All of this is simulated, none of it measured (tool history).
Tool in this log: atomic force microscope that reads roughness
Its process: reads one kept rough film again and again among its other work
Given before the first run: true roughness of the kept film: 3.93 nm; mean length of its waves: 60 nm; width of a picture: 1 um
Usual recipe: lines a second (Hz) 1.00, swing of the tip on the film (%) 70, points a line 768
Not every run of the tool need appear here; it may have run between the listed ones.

run,hour,lines a second (Hz),swing of the tip on the film (%),points a line,roughness of the kept film (nm (root mean square))
1,0.0,1.00,70,768,3.460
# hour 23.4: new tip fitted
2,32.0,1.00,70,768,3.664
3,67.9,1.00,70,768,3.612
4,96.3,3.43,70,768,3.200
5,139.6,3.43,70,576,3.180
6,177.5,3.43,70,576,3.138
7,209.5,3.43,70,576,3.116
8,252.5,3.43,70,576,3.134
9,292.4,3.43,70,576,3.072
# hour 304.1: new tip fitted
10,336.4,1.00,70,768,3.643
11,376.5,1.00,70,768,3.615
12,419.0,1.00,70,768,3.574
13,450.8,1.00,70,768,3.573
14,500.7,1.00,85,768,3.307
15,538.4,1.00,85,630,3.273
16,577.4,1.62,70,768,3.349
# hour 585.0: new tip fitted
17,610.5,1.62,70,768,3.513
18,642.5,1.62,69,768,3.520
19,682.9,1.62,61,768,3.588
20,722.8,1.02,70,768,3.550
21,752.5,0.68,70,768,3.584
22,789.8,0.68,70,768,3.592
23,823.7,0.68,70,768,3.555
24,859.8,0.68,70,768,3.524
# hour 866.4: new tip fitted
25,908.4,1.00,70,454,3.628
26,934.5,1.00,70,768,3.598
27,986.1,1.24,70,768,3.542
28,1034.4,1.24,70,768,3.518
29,1058.2,1.24,70,768,3.477
30,1084.0,1.00,60,330,3.577
31,1106.9,1.00,60,330,3.535
32,1129.8,0.87,56,1012,3.593
# hour 1147.7: new tip fitted
33,1153.7,0.87,76,466,3.606
34,1180.4,1.00,62,649,3.745
35,1217.0,0.61,70,570,3.678
36,1243.4,1.00,70,492,3.611
37,1264.9,1.00,70,492,3.568
38,1293.3,1.00,70,563,3.572
39,1342.6,1.00,61,313,3.602
40,1391.3,1.00,61,313,3.579
41,1415.3,1.00,65,313,3.528
# hour 1427.4: new tip fitted
42,1446.0,1.00,65,313,3.685
43,1490.3,1.90,70,823,3.467
44,1527.1,1.29,71,567,3.530
45,1569.1,1.29,71,567,3.492
46,1616.9,1.29,78,401,3.345
47,1638.9,1.40,73,523,3.414
48,1684.8,1.40,73,523,3.385
# hour 1706.2: new tip fitted
49,1709.3,0.71,66,523,3.748
50,1758.4,0.71,66,722,3.722
51,1798.7,0.62,74,443,3.646
52,1825.4,2.96,70,713,3.274
53,1859.9,1.00,70,321,3.582

What if the next run were any one of these 4? Each begins from the tool's condition after run 53:
A,1907.7,1.14,56,278,?
B,1907.7,1.00,67,958,?
C,1907.7,2.08,73,768,?
D,1907.7,1.00,70,899,?

run,roughness of the kept film (nm (root mean square))
A,3.613
B,3.550
C,3.286
D,3.528
Without the tool's hidden state the same runs would have given:
run,roughness of the kept film (nm (root mean square))
A,3.728
B,3.663
C,3.390
D,3.639
